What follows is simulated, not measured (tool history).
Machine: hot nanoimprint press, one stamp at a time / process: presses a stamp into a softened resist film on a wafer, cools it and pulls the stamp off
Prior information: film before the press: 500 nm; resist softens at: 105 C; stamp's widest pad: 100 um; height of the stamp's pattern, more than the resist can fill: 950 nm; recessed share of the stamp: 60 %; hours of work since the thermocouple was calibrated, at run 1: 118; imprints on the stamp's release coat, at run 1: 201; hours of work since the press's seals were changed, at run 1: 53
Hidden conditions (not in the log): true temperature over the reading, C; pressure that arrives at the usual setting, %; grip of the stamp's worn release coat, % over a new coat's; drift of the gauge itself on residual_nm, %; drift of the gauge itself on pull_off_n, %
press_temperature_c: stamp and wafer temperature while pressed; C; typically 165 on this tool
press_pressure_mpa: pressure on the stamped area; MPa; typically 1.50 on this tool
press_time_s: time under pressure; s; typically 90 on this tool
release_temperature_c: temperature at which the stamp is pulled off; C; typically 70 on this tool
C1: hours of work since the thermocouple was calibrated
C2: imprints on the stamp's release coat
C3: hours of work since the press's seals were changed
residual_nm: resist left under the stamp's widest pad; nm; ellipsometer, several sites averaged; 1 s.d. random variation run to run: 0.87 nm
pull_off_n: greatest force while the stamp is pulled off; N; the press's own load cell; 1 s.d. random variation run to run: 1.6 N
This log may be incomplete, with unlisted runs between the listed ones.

{"run": 1, "hour": 0.0, "press_temperature_c": 165, "press_pressure_mpa": 1.5, "press_time_s": 90, "release_temperature_c": 70, "C1": 118, "C2": 201, "C3": 53, "residual_nm": 182.3, "pull_off_n": 176}
{"run": 2, "hour": 6.0, "press_temperature_c": 176, "press_pressure_mpa": 1.5, "press_time_s": 90, "release_temperature_c": 70, "C1": 120, "C2": 214, "C3": 56, "residual_nm": 103.4, "pull_off_n": 174}
{"run": 3, "hour": 15.9, "press_temperature_c": 176, "press_pressure_mpa": 1.5, "press_time_s": 90, "release_temperature_c": 70, "C1": 125, "C2": 235, "C3": 60, "residual_nm": 103.8, "pull_off_n": 173}
{"run": 4, "hour": 28.8, "press_temperature_c": 176, "press_pressure_mpa": 1.5, "press_time_s": 90, "release_temperature_c": 70, "C1": 131, "C2": 262, "C3": 66, "residual_nm": 104.1, "pull_off_n": 175}
{"run": 5, "hour": 37.4, "press_temperature_c": 176, "press_pressure_mpa": 1.5, "press_time_s": 90, "release_temperature_c": 70, "C1": 135, "C2": 281, "C3": 70, "residual_nm": 104.0, "pull_off_n": 177}
{"run": 6, "hour": 44.7, "press_temperature_c": 176, "press_pressure_mpa": 1.5, "press_time_s": 90, "release_temperature_c": 70, "C1": 138, "C2": 296, "C3": 74, "residual_nm": 105.1, "pull_off_n": 178}
{"run": 7, "hour": 55.3, "press_temperature_c": 176, "press_pressure_mpa": 1.5, "press_time_s": 90, "release_temperature_c": 70, "C1": 143, "C2": 319, "C3": 79, "residual_nm": 103.0, "pull_off_n": 176}
{"run": 8, "hour": 67.0, "press_temperature_c": 165, "press_pressure_mpa": 1.5, "press_time_s": 90, "release_temperature_c": 70, "C1": 149, "C2": 344, "C3": 84, "residual_nm": 179.5, "pull_off_n": 176}
{"run": 9, "hour": 73.3, "press_temperature_c": 165, "press_pressure_mpa": 1.5, "press_time_s": 90, "release_temperature_c": 70, "C1": 152, "C2": 357, "C3": 87, "residual_nm": 181.0, "pull_off_n": 178}
{"run": 10, "hour": 80.1, "press_temperature_c": 165, "press_pressure_mpa": 1.5, "press_time_s": 90, "release_temperature_c": 70, "C1": 155, "C2": 371, "C3": 90, "residual_nm": 180.6, "pull_off_n": 178}
{"run": 11, "hour": 92.5, "press_temperature_c": 165, "press_pressure_mpa": 1.5, "press_time_s": 90, "release_temperature_c": 70, "C1": 160, "C2": 398, "C3": 96, "residual_nm": 180.4, "pull_off_n": 179}
{"hour": 96.7, "done": "plate thermocouple calibrated"}
{"run": 12, "hour": 107.4, "press_temperature_c": 165, "press_pressure_mpa": 1.5, "press_time_s": 90, "release_temperature_c": 72, "C1": 5, "C2": 423, "C3": 102, "residual_nm": 177.3, "pull_off_n": 169}
{"run": 13, "hour": 118.7, "press_temperature_c": 165, "press_pressure_mpa": 1.5, "press_time_s": 74, "release_temperature_c": 73, "C1": 10, "C2": 448, "C3": 107, "residual_nm": 190.6, "pull_off_n": 164}
{"run": 14, "hour": 131.2, "press_temperature_c": 165, "press_pressure_mpa": 1.5, "press_time_s": 74, "release_temperature_c": 73, "C1": 16, "C2": 474, "C3": 113, "residual_nm": 189.7, "pull_off_n": 167}
{"run": 15, "hour": 137.6, "press_temperature_c": 165, "press_pressure_mpa": 1.5, "press_time_s": 74, "release_temperature_c": 73, "C1": 19, "C2": 488, "C3": 116, "residual_nm": 190.2, "pull_off_n": 170}
{"run": 16, "hour": 148.3, "press_temperature_c": 165, "press_pressure_mpa": 1.5, "press_time_s": 74, "release_temperature_c": 73, "C1": 24, "C2": 511, "C3": 121, "residual_nm": 189.6, "pull_off_n": 169}
{"run": 17, "hour": 156.4, "press_temperature_c": 165, "press_pressure_mpa": 1.5, "press_time_s": 74, "release_temperature_c": 73, "C1": 28, "C2": 528, "C3": 124, "residual_nm": 190.7, "pull_off_n": 172}
{"run": 18, "hour": 163.1, "press_temperature_c": 165, "press_pressure_mpa": 1.39, "press_time_s": 53, "release_temperature_c": 60, "C1": 31, "C2": 542, "C3": 127, "residual_nm": 224.7, "pull_off_n": 216}
{"run": 19, "hour": 170.7, "press_temperature_c": 165, "press_pressure_mpa": 1.39, "press_time_s": 53, "release_temperature_c": 60, "C1": 34, "C2": 558, "C3": 131, "residual_nm": 223.4, "pull_off_n": 219}
{"hour": 176.7, "done": "plate thermocouple calibrated, once more"}
{"run": 20, "hour": 181.4, "press_temperature_c": 165, "press_pressure_mpa": 1.5, "press_time_s": 90, "release_temperature_c": 72, "C1": 2, "C2": 575, "C3": 134, "residual_nm": 187.3, "pull_off_n": 177}
{"run": 21, "hour": 191.3, "press_temperature_c": 159, "press_pressure_mpa": 1.5, "press_time_s": 47, "release_temperature_c": 72, "C1": 7, "C2": 596, "C3": 139, "residual_nm": 315.3, "pull_off_n": 179}
{"run": 22, "hour": 200.5, "press_temperature_c": 165, "press_pressure_mpa": 1.24, "press_time_s": 76, "release_temperature_c": 65, "C1": 11, "C2": 616, "C3": 143, "residual_nm": 220.8, "pull_off_n": 207}
{"run": 23, "hour": 212.6, "press_temperature_c": 165, "press_pressure_mpa": 2.06, "press_time_s": 90, "release_temperature_c": 62, "C1": 17, "C2": 641, "C3": 149, "residual_nm": 158.5, "pull_off_n": 216}

What if the next run were any one of these 3? Each begins from the tool's condition after run 23:
{"run": "A", "hour": 218.8, "press_temperature_c": 165, "press_pressure_mpa": 2.37, "press_time_s": 52, "release_temperature_c": 56, "C1": 20, "C2": 655, "C3": 152, "residual_nm": "?", "pull_off_n": "?"}
{"run": "B", "hour": 218.8, "press_temperature_c": 163, "press_pressure_mpa": 1.5, "press_time_s": 90, "release_temperature_c": 70, "C1": 20, "C2": 655, "C3": 152, "residual_nm": "?", "pull_off_n": "?"}
{"run": "C", "hour": 218.8, "press_temperature_c": 156, "press_pressure_mpa": 2.06, "press_time_s": 90, "release_temperature_c": 62, "C1": 20, "C2": 655, "C3": 152, "residual_nm": "?", "pull_off_n": "?"}

run=A residual_nm=185.6 pull_off_n=239
run=B residual_nm=209.7 pull_off_n=188
run=C residual_nm=261.2 pull_off_n=219
With the hidden condition removed and each run's random variation left untouched, the same runs would have given:
run=A residual_nm=184.8 pull_off_n=217
run=B residual_nm=209.3 pull_off_n=172
run=C residual_nm=260.5 pull_off_n=199
